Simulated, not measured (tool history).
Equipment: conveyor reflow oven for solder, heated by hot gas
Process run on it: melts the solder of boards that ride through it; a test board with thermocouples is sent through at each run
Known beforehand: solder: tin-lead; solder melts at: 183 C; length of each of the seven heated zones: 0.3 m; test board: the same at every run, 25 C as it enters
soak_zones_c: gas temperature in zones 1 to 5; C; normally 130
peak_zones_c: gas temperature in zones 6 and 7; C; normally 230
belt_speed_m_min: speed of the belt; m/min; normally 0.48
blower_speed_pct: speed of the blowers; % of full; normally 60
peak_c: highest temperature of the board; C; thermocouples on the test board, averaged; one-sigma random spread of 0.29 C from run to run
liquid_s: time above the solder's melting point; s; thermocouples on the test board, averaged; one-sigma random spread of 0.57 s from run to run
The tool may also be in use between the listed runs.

run   hour  soak_zones_c  peak_zones_c  belt_speed_m_min  blower_speed_pct  peak_c  liquid_s
  1      0           130           230              0.48                60   210.1      44.9
  2   13.1           130           230              0.48                60   208.8      44.9
  3   19.5           130           230              0.48                60   208.9      46.2
  4   26.9           130           230              0.48                60   209.3      44.9
      41.9  -- flux residue cleaned out of gas plates and filters
  5   41.9           130           230              0.48                60   210.3      46.9
  6   53.6           130           230              0.48                60   210.3      47.3
  7     60           122           230              0.48                60   208.5      42.5
  8   71.8           130           230             0.493                60     209      44.7
  9   80.9           130           230             0.493                60   209.3        44
 10   92.2           130           230             0.493                60   209.5      43.9
 11   98.9           142           230             0.418                75   220.9      69.9
 12  110.4           134           233              0.48                60   213.3      51.4
 13  120.7           133           230              0.44                60   213.7      56.1
 14  131.6           133           230              0.44                60   213.8      56.6
 15  139.3           133           230              0.53                60   206.9        40
 16  145.9           142           225             0.554                60   203.7      36.5
 17  153.5           130           228              0.48                60   208.6      45.1

What would each run have given without the hidden state, its run-to-run variation left as it was?
The tool's hidden condition here consists of: heat that the gas passes to the board, % of a clean oven's; belt's true speed, % of the reading; true gas temperature in zones 6 and 7 over the reading, C; drift of the gauge itself on peak_c, C; drift of the gauge itself on liquid_s, %.
run  peak_c  liquid_s
  1   209.9      44.8
  2   208.7      44.8
  3   208.7      46.1
  4   209.2      44.8
  5   209.1      45.5
  6   209.1        46
  7   207.4      41.2
  8   207.9      43.4
  9   208.2      42.7
 10   208.4      42.7
 11   219.8      68.7
 12   212.2      50.2
 13   212.6      54.8
 14   212.8      55.3
 15     206      38.9
 16   202.8      35.4
 17   207.6        44
